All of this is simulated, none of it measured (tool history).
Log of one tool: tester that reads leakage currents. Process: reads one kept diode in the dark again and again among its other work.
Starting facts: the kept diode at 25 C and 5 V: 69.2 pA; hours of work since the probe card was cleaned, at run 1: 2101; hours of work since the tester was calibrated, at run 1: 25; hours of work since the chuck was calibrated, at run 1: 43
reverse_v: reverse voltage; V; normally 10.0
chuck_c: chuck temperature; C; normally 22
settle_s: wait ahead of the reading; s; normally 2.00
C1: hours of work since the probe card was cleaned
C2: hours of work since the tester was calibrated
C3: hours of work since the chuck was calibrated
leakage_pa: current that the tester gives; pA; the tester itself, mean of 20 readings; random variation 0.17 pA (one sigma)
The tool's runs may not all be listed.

run 1 hour=0.0 | reverse_v=10.0 chuck_c=22 settle_s=2.00 | C1=2101 C2=25 C3=43 | leakage_pa=70.14
run 2 hour=42.6 | reverse_v=7.9 chuck_c=22 settle_s=2.00 | C1=2132 C2=56 C3=74 | leakage_pa=64.81
run 3 hour=89.2 | reverse_v=7.9 chuck_c=22 settle_s=2.00 | C1=2166 C2=90 C3=107 | leakage_pa=64.68
-- hour=109.2 probe card cleaned and baked
run 4 hour=139.3 | reverse_v=7.9 chuck_c=22 settle_s=2.00 | C1=22 C2=124 C3=142 | leakage_pa=62.13
run 5 hour=177.8 | reverse_v=7.9 chuck_c=22 settle_s=2.00 | C1=50 C2=152 C3=170 | leakage_pa=62.05
run 6 hour=206.1 | reverse_v=10.0 chuck_c=22 settle_s=2.00 | C1=71 C2=173 C3=190 | leakage_pa=67.81
run 7 hour=246.1 | reverse_v=10.0 chuck_c=57 settle_s=2.00 | C1=100 C2=202 C3=220 | leakage_pa=1108.50
run 8 hour=289.0 | reverse_v=10.0 chuck_c=57 settle_s=2.00 | C1=131 C2=233 C3=251 | leakage_pa=1104.82
run 9 hour=335.7 | reverse_v=12.4 chuck_c=27 settle_s=2.00 | C1=165 C2=267 C3=285 | leakage_pa=111.79
run 10 hour=366.6 | reverse_v=2.1 chuck_c=22 settle_s=9.92 | C1=188 C2=290 C3=307 | leakage_pa=39.04
run 11 hour=397.5 | reverse_v=10.0 chuck_c=26 settle_s=3.66 | C1=210 C2=312 C3=330 | leakage_pa=94.57
run 12 hour=436.4 | reverse_v=5.3 chuck_c=22 settle_s=7.46 | C1=238 C2=341 C3=358 | leakage_pa=52.89
run 13 hour=479.1 | reverse_v=1.2 chuck_c=37 settle_s=0.42 | C1=270 C2=372 C3=389 | leakage_pa=117.58
run 14 hour=530.3 | reverse_v=2.3 chuck_c=22 settle_s=2.00 | C1=307 C2=409 C3=427 | leakage_pa=40.39

Here are 4 independent what-if runs from the current tool condition. What would each one return?
run A hour=555.0 | reverse_v=5.6 chuck_c=34 settle_s=1.81 | C1=325 C2=427 C3=445 | leakage_pa=?
run B hour=555.0 | reverse_v=3.6 chuck_c=50 settle_s=0.79 | C1=325 C2=427 C3=445 | leakage_pa=?
run C hour=555.0 | reverse_v=7.9 chuck_c=55 settle_s=0.33 | C1=325 C2=427 C3=445 | leakage_pa=?
run D hour=555.0 | reverse_v=10.0 chuck_c=29 settle_s=7.89 | C1=325 C2=427 C3=445 | leakage_pa=?

run=A leakage_pa=152.60
run=B leakage_pa=469.11
run=C leakage_pa=884.60
run=D leakage_pa=120.81
The same runs, with their run-to-run variation unchanged, on a tool lacking any hidden condition would have given:
run=A leakage_pa=156.68
run=B leakage_pa=481.06
run=C leakage_pa=906.20
run=D leakage_pa=123.88
